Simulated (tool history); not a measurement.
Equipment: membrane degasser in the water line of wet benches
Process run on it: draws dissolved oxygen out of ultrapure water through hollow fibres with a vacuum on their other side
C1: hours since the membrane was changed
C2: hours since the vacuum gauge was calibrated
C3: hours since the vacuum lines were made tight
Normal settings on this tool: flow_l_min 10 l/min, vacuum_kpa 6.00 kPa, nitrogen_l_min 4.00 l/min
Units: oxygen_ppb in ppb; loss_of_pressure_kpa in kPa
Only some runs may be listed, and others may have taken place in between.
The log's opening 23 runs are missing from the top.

{"run": 24, "day": 117.667, "flow_l_min": 9, "vacuum_kpa": 14.95, "nitrogen_l_min": 9.29, "C1": 7704, "C2": 1958, "C3": 375, "oxygen_ppb": 67.5, "loss_of_pressure_kpa": 28.73}
{"run": 25, "day": 123.183, "flow_l_min": 10, "vacuum_kpa": 6.0, "nitrogen_l_min": 7.66, "C1": 7837, "C2": 2090, "C3": 508, "oxygen_ppb": 65.6, "loss_of_pressure_kpa": 31.97}
{"run": 26, "day": 128.15, "flow_l_min": 9, "vacuum_kpa": 7.78, "nitrogen_l_min": 7.66, "C1": 7956, "C2": 2209, "C3": 627, "oxygen_ppb": 52.4, "loss_of_pressure_kpa": 28.85}
{"run": 27, "day": 134.646, "flow_l_min": 10, "vacuum_kpa": 11.82, "nitrogen_l_min": 2.89, "C1": 8112, "C2": 2365, "C3": 783, "oxygen_ppb": 127.4, "loss_of_pressure_kpa": 31.79}
{"run": 28, "day": 140.929, "flow_l_min": 10, "vacuum_kpa": 11.82, "nitrogen_l_min": 2.89, "C1": 8263, "C2": 2516, "C3": 934, "oxygen_ppb": 124.5, "loss_of_pressure_kpa": 31.59}
{"run": 29, "day": 147.071, "flow_l_min": 10, "vacuum_kpa": 11.82, "nitrogen_l_min": 2.89, "C1": 8410, "C2": 2663, "C3": 1081, "oxygen_ppb": 126.9, "loss_of_pressure_kpa": 31.62}
{"run": 30, "day": 153.929, "flow_l_min": 12, "vacuum_kpa": 4.76, "nitrogen_l_min": 2.6, "C1": 8575, "C2": 2828, "C3": 1246, "oxygen_ppb": 118.4, "loss_of_pressure_kpa": 38.06}
{"run": 31, "day": 158.671, "flow_l_min": 10, "vacuum_kpa": 6.0, "nitrogen_l_min": 4.85, "C1": 8688, "C2": 2942, "C3": 1360, "oxygen_ppb": 70.8, "loss_of_pressure_kpa": 31.61}
{"run": 32, "day": 163.562, "flow_l_min": 11, "vacuum_kpa": 4.1, "nitrogen_l_min": 4.85, "C1": 8806, "C2": 3059, "C3": 1477, "oxygen_ppb": 81.4, "loss_of_pressure_kpa": 34.67}

Alternative continuations, all from the tool just after run 32; predict every row:
{"run": "A", "day": 166.892, "flow_l_min": 7, "vacuum_kpa": 13.15, "nitrogen_l_min": 10.3, "C1": 8886, "C2": 3139, "C3": 1557, "oxygen_ppb": "?", "loss_of_pressure_kpa": "?"}
{"run": "B", "day": 166.892, "flow_l_min": 13, "vacuum_kpa": 9.45, "nitrogen_l_min": 5.35, "C1": 8886, "C2": 3139, "C3": 1557, "oxygen_ppb": "?", "loss_of_pressure_kpa": "?"}
{"run": "C", "day": 166.892, "flow_l_min": 10, "vacuum_kpa": 4.16, "nitrogen_l_min": 2.52, "C1": 8886, "C2": 3139, "C3": 1557, "oxygen_ppb": "?", "loss_of_pressure_kpa": "?"}
{"run": "D", "day": 166.892, "flow_l_min": 10, "vacuum_kpa": 3.74, "nitrogen_l_min": 2.91, "C1": 8886, "C2": 3139, "C3": 1557, "oxygen_ppb": "?", "loss_of_pressure_kpa": "?"}

run=A oxygen_ppb=30.4 loss_of_pressure_kpa=21.85
run=B oxygen_ppb=161.9 loss_of_pressure_kpa=41.29
run=C oxygen_ppb=65.8 loss_of_pressure_kpa=31.58
run=D oxygen_ppb=61.3 loss_of_pressure_kpa=31.35
With the hidden condition removed and each run's random variation left untouched, the same runs would have given:
run=A oxygen_ppb=30.3 loss_of_pressure_kpa=22.19
run=B oxygen_ppb=161.5 loss_of_pressure_kpa=41.92
run=C oxygen_ppb=65.6 loss_of_pressure_kpa=32.06
run=D oxygen_ppb=61.1 loss_of_pressure_kpa=31.84

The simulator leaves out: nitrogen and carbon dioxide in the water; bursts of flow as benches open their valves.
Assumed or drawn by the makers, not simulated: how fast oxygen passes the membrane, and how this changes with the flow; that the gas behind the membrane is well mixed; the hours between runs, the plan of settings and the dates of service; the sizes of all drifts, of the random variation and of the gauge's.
